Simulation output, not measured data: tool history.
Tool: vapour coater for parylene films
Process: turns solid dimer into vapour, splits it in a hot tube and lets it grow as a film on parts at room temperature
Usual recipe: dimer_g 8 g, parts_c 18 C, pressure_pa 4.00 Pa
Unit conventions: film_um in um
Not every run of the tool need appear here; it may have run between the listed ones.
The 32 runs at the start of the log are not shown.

run	day	dimer_g	parts_c	pressure_pa	hours of work since the trap's valve was overhauled	hours of work since the table's thermometer was calibrated	film_um
33	29.371	3	11	6.16	188	995	2.88
34	30.629	3	16	2.59	208	1015	2.99
35	31.738	12	14	3.72	226	1033	11.65
36	32.279	8	18	11.10	235	1042	5.24
37	33.462	4	11	4.96	254	1061	4.06
# day 33.833: trap's valve overhauled
38	34.912	8	14	4.00	17	1082	7.70
39	35.879	11	15	4.00	33	1097	10.03
40	37.004	6	11	10.27	51	1116	5.02
41	37.608	6	11	10.27	61	1125	5.01
42	38.842	14	18	4.48	81	1145	11.11
43	40.092	14	18	4.48	101	1165	11.22
44	40.746	10	10	6.82	112	1176	9.62
45	41.333	10	10	4.17	121	1186	10.68
46	42.129	8	12	4.00	134	1198	8.05

5 ways to go on from here, each from the tool as it stands after run 46. What would each give?
A	42.758	3	12	4.00	144	1209	?
B	42.758	8	16	4.00	144	1209	?
C	42.758	8	21	4.00	144	1209	?
D	42.758	3	18	9.64	144	1209	?
E	42.758	8	19	4.00	144	1209	?

run	film_um
A	3.00
B	6.98
C	5.80
D	1.97
E	6.28
With no hidden state in the tool, these same runs would have given:
run	film_um
A	3.13
B	7.27
C	6.04
D	2.05
E	6.54
